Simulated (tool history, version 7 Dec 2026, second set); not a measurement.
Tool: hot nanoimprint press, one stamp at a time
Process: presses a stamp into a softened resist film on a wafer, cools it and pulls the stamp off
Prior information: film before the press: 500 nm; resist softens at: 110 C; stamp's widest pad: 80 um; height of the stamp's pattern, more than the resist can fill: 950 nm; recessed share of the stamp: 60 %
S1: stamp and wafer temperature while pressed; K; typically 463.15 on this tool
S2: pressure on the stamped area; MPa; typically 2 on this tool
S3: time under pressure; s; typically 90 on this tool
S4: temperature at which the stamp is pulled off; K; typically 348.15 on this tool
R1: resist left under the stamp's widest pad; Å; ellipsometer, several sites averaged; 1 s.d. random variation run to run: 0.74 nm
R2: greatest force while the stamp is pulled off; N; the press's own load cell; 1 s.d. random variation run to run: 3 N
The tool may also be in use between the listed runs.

run	hour	S1	S2	S3	S4	R1	R2
1	0	463.15	2	90	348.15	2767	181
2	12.4	463.15	1.43	90	348.15	3142	184
3	24.7	463.15	1.43	90	348.15	3134	183
# hour 33.9: stamp cleaned and given a new release coat
4	42.5	463.15	2	90	348.15	2771	142
5	55	463.15	2	90	334.15	2768	158
6	69.8	463.15	2	90	334.15	2767	165
7	84.2	463.15	2	90	334.15	2753	159
8	91.1	463.15	2	90	334.15	2771	162
9	101.4	463.15	2	90	334.15	2772	168
10	113.2	463.15	2	90	348.15	2765	143
11	121.4	463.15	2	90	348.15	2764	149
12	134.3	463.15	2	90	348.15	2770	151
13	143.4	463.15	1.75	90	348.15	2918	146
# hour 147.2: plate thermocouple calibrated
14	158.9	463.15	1.75	90	348.15	2878	150

Run 15 comes next. What will it give?
15	165	452.15	2	46	336.15	?	?

R1: 4083 Å
R2: 165 N
Take away the tool's hidden state, keep the run-to-run variation as it was, and the same run would have given R1 4155 Å, R2 155 N.
